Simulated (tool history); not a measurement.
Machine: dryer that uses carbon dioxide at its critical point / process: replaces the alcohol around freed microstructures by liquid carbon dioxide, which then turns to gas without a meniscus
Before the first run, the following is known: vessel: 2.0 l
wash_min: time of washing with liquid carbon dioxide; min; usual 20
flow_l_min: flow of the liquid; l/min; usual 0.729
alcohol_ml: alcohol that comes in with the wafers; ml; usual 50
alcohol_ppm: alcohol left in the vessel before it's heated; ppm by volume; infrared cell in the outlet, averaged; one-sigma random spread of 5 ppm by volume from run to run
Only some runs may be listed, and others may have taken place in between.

run	day	wash_min	flow_l_min	alcohol_ml	alcohol_ppm
1	0	20	0.729	50	95
2	0.554	20	0.729	50	100
3	1.625	20	0.729	50	111
4	2.5	20	0.729	50	102
5	3.383	20	0.729	50	106
6	4.521	20	0.729	50	114
7	5.7	19	0.729	50	120
8	6.267	20	0.729	50	107
9	7.367	20	0.729	50	112
10	8.546	20	0.729	50	113
11	9.088	20	0.729	50	112
12	9.675	23	0.729	50	90
13	10.342	30	0.729	50	77
14	10.975	30	0.729	50	79
15	11.729	22	0.445	33	280
16	12.483	20	0.915	50	85
17	13.162	20	0.915	50	94
18	13.788	20	0.915	50	84
19	14.354	20	0.915	50	91
20	15.233	27	1.009	48	83
21	16.35	27	1.191	48	87
22	17.525	14	0.467	48	1370
23	18.204	19	0.467	48	539
24	19.1	19	0.808	48	117
25	20.246	15	0.826	80	277
26	21.362	19	0.729	50	149
27	22.571	19	0.729	50	156

Here are 5 independent what-if runs from the current tool condition. What would each one return?
A	23.15	25	0.987	107	?
B	23.15	28	0.737	50	?
C	23.15	20	0.679	30	?
D	23.15	19	0.729	22	?
E	23.15	13	0.729	50	?

run	alcohol_ppm
A	102
B	103
C	134
D	118
E	490
Without the tool's unlogged condition, the same runs would have read:
run	alcohol_ppm
A	10
B	11
C	33
D	22
E	341

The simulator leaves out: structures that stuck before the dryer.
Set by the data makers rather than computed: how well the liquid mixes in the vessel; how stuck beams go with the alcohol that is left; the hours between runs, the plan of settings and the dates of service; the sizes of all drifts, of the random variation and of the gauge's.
